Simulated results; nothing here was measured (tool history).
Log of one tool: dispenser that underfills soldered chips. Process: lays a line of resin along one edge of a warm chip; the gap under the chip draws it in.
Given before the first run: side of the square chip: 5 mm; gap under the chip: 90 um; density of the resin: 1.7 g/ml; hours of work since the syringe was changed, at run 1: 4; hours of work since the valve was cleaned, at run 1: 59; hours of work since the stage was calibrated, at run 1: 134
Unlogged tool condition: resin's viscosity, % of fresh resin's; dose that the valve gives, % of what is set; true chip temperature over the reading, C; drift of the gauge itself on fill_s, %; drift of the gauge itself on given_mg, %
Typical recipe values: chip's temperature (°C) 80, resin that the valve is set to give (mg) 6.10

run	hour	chip's temperature (°C)	resin that the valve is set to give (mg)	hours of work since the syringe was changed	hours of work since the valve was cleaned	hours of work since the stage was calibrated	time until the resin shows at the far edge (s)	resin that the valve gave (mg)
1	0.0	80	6.10	4	59	134	13.0	5.89
# hour 4.8: dispensing valve cleaned and set on the balance
2	6.2	80	6.10	9	1	138	15.0	6.11
# hour 7.3: new syringe of resin
3	11.4	94	6.10	3	5	141	7.6	6.11
4	17.0	94	6.10	8	9	146	9.0	6.07
# hour 19.3: new syringe of resin
5	22.6	94	6.10	3	14	150	7.5	6.05
6	26.2	75	6.10	5	16	153	16.3	6.04
# hour 31.2: new syringe of resin
7	31.6	75	6.10	0	20	157	12.2	6.04

Predict the results of run 8:
8	35.2	79	6.21	3	23	160	?	?

{"run 8": {"time until the resin shows at the far edge (s)": 12.2, "resin that the valve gave (mg)": 6.1}}
Minus the tool's unlogged condition, the same run would have read time until the resin shows at the far edge (s) 11.1, resin that the valve gave (mg) 6.18.

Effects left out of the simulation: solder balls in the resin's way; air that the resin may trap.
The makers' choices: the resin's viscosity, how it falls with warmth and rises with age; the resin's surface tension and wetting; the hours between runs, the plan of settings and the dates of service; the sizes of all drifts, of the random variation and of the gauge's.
